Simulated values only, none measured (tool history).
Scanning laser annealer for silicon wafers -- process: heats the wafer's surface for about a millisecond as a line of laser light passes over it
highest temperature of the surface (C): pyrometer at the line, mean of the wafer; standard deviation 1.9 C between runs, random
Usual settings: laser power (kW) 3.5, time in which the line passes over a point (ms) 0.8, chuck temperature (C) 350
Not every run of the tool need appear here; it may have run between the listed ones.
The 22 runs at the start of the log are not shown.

run,day,laser power (kW),time in which the line passes over a point (ms),chuck temperature (C),highest temperature of the surface (C)
23,16.412,3.719,0.685,357,1157
24,17.354,3.719,0.586,390,1124
25,17.95,3.743,0.934,386,1336
26,18.867,3.08,0.8,350,1036
27,19.367,3.08,0.8,350,1035
28,19.967,3.5,0.601,357,1049
29,20.433,3.677,0.601,337,1074
30,21.167,3.719,0.573,350,1074
31,21.971,3.688,0.679,360,1145
32,22.946,3.688,0.679,360,1146

Branching from run 32: 3 alternative next runs. What would each branch give?
A,23.746,3.688,0.973,323,?
B,23.746,3.688,0.917,333,?
C,23.746,3.688,0.898,372,?

run,highest temperature of the surface (C)
A,1276
B,1256
C,1284
Without the tool's hidden state the same runs would have given:
run,highest temperature of the surface (C)
A,1276
B,1257
C,1284
